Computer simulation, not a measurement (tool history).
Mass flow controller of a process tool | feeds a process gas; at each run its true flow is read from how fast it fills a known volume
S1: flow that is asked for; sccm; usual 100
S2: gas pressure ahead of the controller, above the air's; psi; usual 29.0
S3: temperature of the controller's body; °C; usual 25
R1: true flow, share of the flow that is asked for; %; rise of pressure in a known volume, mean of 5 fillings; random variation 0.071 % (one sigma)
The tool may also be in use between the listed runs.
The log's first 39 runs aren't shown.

run	hour	S1	S2	S3	R1
40	4657.3	52	22.2	24	102.57
41	4746.9	179	29.0	25	102.77
# hour 4804.9: gauge calibrated
42	4893.4	179	29.0	25	100.11
43	4968.8	40	23.8	25	99.92
44	5074.4	78	33.6	29	99.95
45	5155.9	113	33.1	33	100.44
46	5310.8	113	22.5	28	100.62
47	5403.9	113	22.5	28	100.54
48	5469.8	38	24.2	29	100.45

Forecast each of these 3 alternatives for the next run:
A	5552.0	100	34.8	25	?
B	5552.0	127	40.5	31	?
C	5552.0	100	29.0	26	?

run	R1
A	100.02
B	100.44
C	100.31
Without the tool's hidden state the same runs would have given:
run	R1
A	99.58
B	100.00
C	99.87
